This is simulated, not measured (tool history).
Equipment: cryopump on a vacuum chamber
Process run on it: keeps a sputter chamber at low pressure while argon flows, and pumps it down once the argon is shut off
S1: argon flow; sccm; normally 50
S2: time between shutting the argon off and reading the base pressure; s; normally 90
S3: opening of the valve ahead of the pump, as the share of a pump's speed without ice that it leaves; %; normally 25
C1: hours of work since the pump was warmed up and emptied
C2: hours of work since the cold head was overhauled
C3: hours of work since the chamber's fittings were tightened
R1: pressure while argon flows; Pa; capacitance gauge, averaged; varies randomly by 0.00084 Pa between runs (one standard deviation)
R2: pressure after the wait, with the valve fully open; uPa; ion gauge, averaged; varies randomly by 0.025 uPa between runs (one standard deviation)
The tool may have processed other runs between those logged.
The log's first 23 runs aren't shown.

Run 24, hour 539.4: usual settings but S1 46 sccm, S3 37 %; C1 306; C2 306; C3 773. Result: R1 0.1085 Pa, R2 1.27 uPa.
Run 25, hour 557.9: usual settings but S1 46 sccm, S3 37 %; C1 316; C2 316; C3 782. Result: R1 0.1075 Pa, R2 1.26 uPa.
Run 26, hour 579.9: usual settings but S1 46 sccm, S3 37 %; C1 328; C2 328; C3 794. Result: R1 0.1065 Pa, R2 1.28 uPa.
Run 27, hour 596.8: usual settings but S1 46 sccm, S3 37 %; C1 337; C2 337; C3 803. Result: R1 0.1072 Pa, R2 1.23 uPa.
Run 28, hour 627.2: usual settings but S1 20 sccm, S2 44 s, S3 50 %; C1 353; C2 353; C3 819. Result: R1 0.0351 Pa, R2 2.15 uPa.
Run 29, hour 652.3: usual settings but S3 29 %; C1 366; C2 366; C3 832. Result: R1 0.1488 Pa, R2 1.26 uPa.
Run 30, hour 679.9: usual settings but S2 72 s; C1 380; C2 380; C3 847. Result: R1 0.1716 Pa, R2 1.47 uPa.
Run 31, hour 694.4: usual settings but S2 72 s; C1 388; C2 388; C3 854. Result: R1 0.1713 Pa, R2 1.48 uPa.
Run 32, hour 718.1: usual settings but S2 139 s, S3 39 %; C1 400; C2 400; C3 867. Result: R1 0.1113 Pa, R2 0.97 uPa.
Run 33, hour 733.4: usual settings but S1 45 sccm, S2 172 s, S3 45 %; C1 408; C2 408; C3 875. Result: R1 0.0873 Pa, R2 0.9 uPa.
Run 34, hour 747.1: usual settings but S1 69 sccm, S3 19 %; C1 416; C2 416; C3 882. Result: R1 0.3095 Pa, R2 1.3 uPa.
Run 35, hour 761.2: usual settings but S1 89 sccm; C1 423; C2 423; C3 889. Result: R1 0.3063 Pa, R2 1.3 uPa.
Run 36, hour 781.6: usual settings but S1 89 sccm; C1 434; C2 434; C3 900. Result: R1 0.3051 Pa, R2 1.3 uPa.

Here are 3 independent what-if runs from the current tool condition. What would each one return?
Run A, hour 796.7: usual settings but S1 31 sccm, S2 87 s; C1 442; C2 442; C3 908. Result: R1 ?, R2 ?.
Run B, hour 796.7: usual settings but S1 39 sccm; C1 442; C2 442; C3 908. Result: R1 ?, R2 ?.
Run C, hour 796.7: usual settings but S1 29 sccm, S2 134 s, S3 21 %; C1 442; C2 442; C3 908. Result: R1 ?, R2 ?.

run      R1    R2
  A  0.1069  1.36
  B  0.1341  1.29
  C  0.1176  1.02
Take away the tool's hidden state, keep each run's random variation, and the runs would have read:
run      R1    R2
  A  0.1047  1.02
  B  0.1313  0.96
  C  0.1156  0.69

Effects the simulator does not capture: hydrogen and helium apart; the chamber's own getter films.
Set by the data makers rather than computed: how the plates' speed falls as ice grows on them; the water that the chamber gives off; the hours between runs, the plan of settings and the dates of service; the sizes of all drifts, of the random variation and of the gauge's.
